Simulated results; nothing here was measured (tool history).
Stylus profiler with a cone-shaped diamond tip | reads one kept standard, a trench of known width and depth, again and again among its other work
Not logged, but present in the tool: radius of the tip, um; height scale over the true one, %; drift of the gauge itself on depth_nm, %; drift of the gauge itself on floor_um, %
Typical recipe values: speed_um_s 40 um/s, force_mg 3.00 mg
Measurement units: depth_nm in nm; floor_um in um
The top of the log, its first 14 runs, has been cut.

run,hour,speed_um_s,force_mg,scans with this tip,hours of work since the height scale was calibrated,depth_nm,floor_um
15,571.7,40,5.76,3109,377,1017.02,95.19
16,597.8,40,5.76,3250,394,1016.98,95.16
17,648.5,40,5.76,3526,428,1016.82,95.10
18,677.4,40,5.76,3684,447,1017.27,95.07
# hour 682.2: height scale calibrated on a step standard
19,705.7,74,3.74,3835,16,1013.68,94.98
20,728.8,55,2.77,3961,31,1011.53,94.93
21,757.6,83,3.47,4117,50,1012.86,94.88
22,799.7,83,3.47,4346,77,1012.80,94.85
23,840.0,83,3.47,4565,104,1013.23,94.75
24,883.6,83,3.47,4802,133,1013.63,94.70
25,924.2,83,3.47,5023,160,1013.18,94.69
# hour 956.3: height scale calibrated on a step standard, once more
26,956.3,83,3.47,5195,0,1011.78,94.65
27,986.4,112,1.73,5358,20,1007.37,94.45
28,1018.8,11,1.21,5535,41,1006.33,94.72
29,1070.8,12,1.61,5818,76,1007.15,94.73
30,1095.0,12,1.61,5949,91,1008.12,94.67
31,1121.6,151,1.36,6094,109,1006.83,94.15
32,1158.6,22,2.62,6295,133,1010.47,94.64

Forecast each of these 5 alternatives for the next run:
A,1193.1,104,4.70,6482,156,?,?
B,1193.1,59,6.91,6482,156,?,?
C,1193.1,12,3.84,6482,156,?,?
D,1193.1,73,7.67,6482,156,?,?
E,1193.1,27,2.30,6482,156,?,?

run,depth_nm,floor_um
A,1015.06,94.40
B,1018.94,94.53
C,1013.25,94.53
D,1020.35,94.47
E,1009.52,94.56
What these runs would have given with no unlogged condition in the tool:
run,depth_nm,floor_um
A,1014.31,95.80
B,1018.19,95.94
C,1012.50,95.93
D,1019.60,95.87
E,1008.78,95.96
